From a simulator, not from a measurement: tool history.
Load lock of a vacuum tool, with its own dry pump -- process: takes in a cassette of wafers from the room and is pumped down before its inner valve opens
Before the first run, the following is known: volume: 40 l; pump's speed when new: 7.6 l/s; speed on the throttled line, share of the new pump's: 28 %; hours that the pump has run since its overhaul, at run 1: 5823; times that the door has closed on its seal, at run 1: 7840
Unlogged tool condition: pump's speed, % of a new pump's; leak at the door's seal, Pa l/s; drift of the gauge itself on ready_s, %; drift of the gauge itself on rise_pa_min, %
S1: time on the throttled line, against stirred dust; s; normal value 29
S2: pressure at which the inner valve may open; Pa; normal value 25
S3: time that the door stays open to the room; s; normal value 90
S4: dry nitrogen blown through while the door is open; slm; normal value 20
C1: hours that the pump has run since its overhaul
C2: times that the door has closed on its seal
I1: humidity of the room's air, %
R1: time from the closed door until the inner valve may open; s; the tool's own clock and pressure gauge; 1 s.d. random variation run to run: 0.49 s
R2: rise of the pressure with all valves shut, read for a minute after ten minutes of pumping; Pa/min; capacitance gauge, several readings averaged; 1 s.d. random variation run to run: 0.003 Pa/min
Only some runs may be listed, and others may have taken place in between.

{"run": 1, "day": 0.0, "S1": 29, "S2": 25, "S3": 90, "S4": 20, "C1": 5823, "C2": 7840, "I1": 47.5, "R1": 67.1, "R2": 0.209}
{"run": 2, "day": 15.317, "S1": 29, "S2": 25, "S3": 90, "S4": 20, "C1": 6191, "C2": 9207, "I1": 46.8, "R1": 67.9, "R2": 0.253}
{"run": 3, "day": 32.817, "S1": 35, "S2": 25, "S3": 90, "S4": 20, "C1": 6611, "C2": 10768, "I1": 45.0, "R1": 72.1, "R2": 0.296}
{"run": 4, "day": 52.65, "S1": 29, "S2": 25, "S3": 90, "S4": 20, "C1": 7087, "C2": 12537, "I1": 46.4, "R1": 67.4, "R2": 0.355}
{"run": 5, "day": 63.796, "S1": 29, "S2": 19, "S3": 90, "S4": 20, "C1": 7354, "C2": 13532, "I1": 44.0, "R1": 70.1, "R2": 0.398}
{"run": 6, "day": 78.079, "S1": 29, "S2": 19, "S3": 90, "S4": 20, "C1": 7697, "C2": 14806, "I1": 45.2, "R1": 70.5, "R2": 0.46}
{"run": 7, "day": 97.2, "S1": 29, "S2": 19, "S3": 90, "S4": 20, "C1": 8156, "C2": 16512, "I1": 45.8, "R1": 70.3, "R2": 0.518}
{"run": 8, "day": 112.492, "S1": 29, "S2": 25, "S3": 90, "S4": 20, "C1": 8523, "C2": 17876, "I1": 46.2, "R1": 68.5, "R2": 0.577}
{"run": 9, "day": 123.296, "S1": 29, "S2": 25, "S3": 90, "S4": 20, "C1": 8782, "C2": 18840, "I1": 42.3, "R1": 68.8, "R2": 0.632}
{"day": 141.033, "done": "door's seal changed, seat wiped"}
{"run": 10, "day": 147.092, "S1": 29, "S2": 25, "S3": 90, "S4": 20, "C1": 9352, "C2": 540, "I1": 45.6, "R1": 69.5, "R2": 0.022}
{"run": 11, "day": 165.333, "S1": 29, "S2": 25, "S3": 90, "S4": 20, "C1": 9790, "C2": 2168, "I1": 42.7, "R1": 68.9, "R2": 0.041}
{"run": 12, "day": 178.638, "S1": 29, "S2": 25, "S3": 90, "S4": 20, "C1": 10109, "C2": 3354, "I1": 46.8, "R1": 69.9, "R2": 0.058}
{"run": 13, "day": 201.579, "S1": 29, "S2": 25, "S3": 30, "S4": 20, "C1": 10660, "C2": 5401, "I1": 46.7, "R1": 70.3, "R2": 0.085}
{"run": 14, "day": 216.925, "S1": 29, "S2": 25, "S3": 90, "S4": 20, "C1": 11028, "C2": 6770, "I1": 42.8, "R1": 70.6, "R2": 0.125}
{"run": 15, "day": 232.908, "S1": 29, "S2": 25, "S3": 90, "S4": 29, "C1": 11412, "C2": 8196, "I1": 40.0, "R1": 70.8, "R2": 0.157}
{"run": 16, "day": 245.45, "S1": 29, "S2": 25, "S3": 90, "S4": 29, "C1": 11713, "C2": 9315, "I1": 46.1, "R1": 70.6, "R2": 0.187}
{"run": 17, "day": 270.429, "S1": 29, "S2": 25, "S3": 90, "S4": 29, "C1": 12312, "C2": 11544, "I1": 41.1, "R1": 70.8, "R2": 0.259}
{"run": 18, "day": 283.038, "S1": 36, "S2": 25, "S3": 207, "S4": 29, "C1": 12615, "C2": 12668, "I1": 42.9, "R1": 76.3, "R2": 0.311}
{"run": 19, "day": 298.842, "S1": 24, "S2": 42, "S3": 90, "S4": 20, "C1": 12994, "C2": 14078, "I1": 42.5, "R1": 64.6, "R2": 0.353}
{"day": 312.846, "done": "dry pump taken out, an overhauled one fitted"}
{"run": 20, "day": 313.271, "S1": 33, "S2": 25, "S3": 90, "S4": 20, "C1": 10, "C2": 15343, "I1": 46.0, "R1": 67.8, "R2": 0.428}
{"run": 21, "day": 324.592, "S1": 33, "S2": 25, "S3": 90, "S4": 20, "C1": 282, "C2": 16354, "I1": 47.1, "R1": 67.6, "R2": 0.473}
{"run": 22, "day": 338.308, "S1": 33, "S2": 39, "S3": 29, "S4": 20, "C1": 611, "C2": 17577, "I1": 43.6, "R1": 67.0, "R2": 0.503}
{"run": 23, "day": 350.792, "S1": 33, "S2": 39, "S3": 29, "S4": 20, "C1": 911, "C2": 18691, "I1": 45.1, "R1": 65.4, "R2": 0.562}
{"day": 370.467, "done": "door's seal changed, seat wiped"}
{"run": 24, "day": 373.817, "S1": 33, "S2": 39, "S3": 29, "S4": 20, "C1": 1462, "C2": 298, "I1": 47.3, "R1": 66.6, "R2": 0.015}
{"run": 25, "day": 398.804, "S1": 33, "S2": 27, "S3": 29, "S4": 20, "C1": 2062, "C2": 2528, "I1": 42.6, "R1": 68.1, "R2": 0.045}
{"run": 26, "day": 420.962, "S1": 33, "S2": 27, "S3": 87, "S4": 20, "C1": 2593, "C2": 4504, "I1": 44.1, "R1": 69.7, "R2": 0.085}
{"run": 27, "day": 442.25, "S1": 22, "S2": 49, "S3": 142, "S4": 14, "C1": 3104, "C2": 6404, "I1": 43.4, "R1": 58.7, "R2": 0.126}
{"run": 28, "day": 467.138, "S1": 29, "S2": 29, "S3": 27, "S4": 17, "C1": 3702, "C2": 8624, "I1": 48.0, "R1": 66.3, "R2": 0.174}
{"run": 29, "day": 490.567, "S1": 37, "S2": 45, "S3": 25, "S4": 15, "C1": 4264, "C2": 10714, "I1": 46.4, "R1": 69.8, "R2": 0.235}
{"run": 30, "day": 514.5, "S1": 37, "S2": 45, "S3": 189, "S4": 6, "C1": 4838, "C2": 12849, "I1": 43.8, "R1": 69.7, "R2": 0.35}
{"run": 31, "day": 534.471, "S1": 37, "S2": 45, "S3": 189, "S4": 33, "C1": 5318, "C2": 14631, "I1": 48.2, "R1": 69.8, "R2": 0.378}

Branching from run 31: 3 alternative next runs. What would each branch give?
{"run": "A", "day": 547.792, "S1": 37, "S2": 21, "S3": 189, "S4": 33, "C1": 5637, "C2": 15819, "I1": 40.7, "R1": "?", "R2": "?"}
{"run": "B", "day": 547.792, "S1": 29, "S2": 25, "S3": 86, "S4": 20, "C1": 5637, "C2": 15819, "I1": 50.1, "R1": "?", "R2": "?"}
{"run": "C", "day": 547.792, "S1": 56, "S2": 38, "S3": 43, "S4": 20, "C1": 5637, "C2": 15819, "I1": 43.5, "R1": "?", "R2": "?"}

run=A R1=74.4 R2=0.428
run=B R1=67.4 R2=0.419
run=C R1=84.0 R2=0.411
Without the tool's unlogged condition, the same runs would have read:
run=A R1=71.4 R2=0.018
run=B R1=64.4 R2=0.013
run=C R1=81.8 R2=0.011

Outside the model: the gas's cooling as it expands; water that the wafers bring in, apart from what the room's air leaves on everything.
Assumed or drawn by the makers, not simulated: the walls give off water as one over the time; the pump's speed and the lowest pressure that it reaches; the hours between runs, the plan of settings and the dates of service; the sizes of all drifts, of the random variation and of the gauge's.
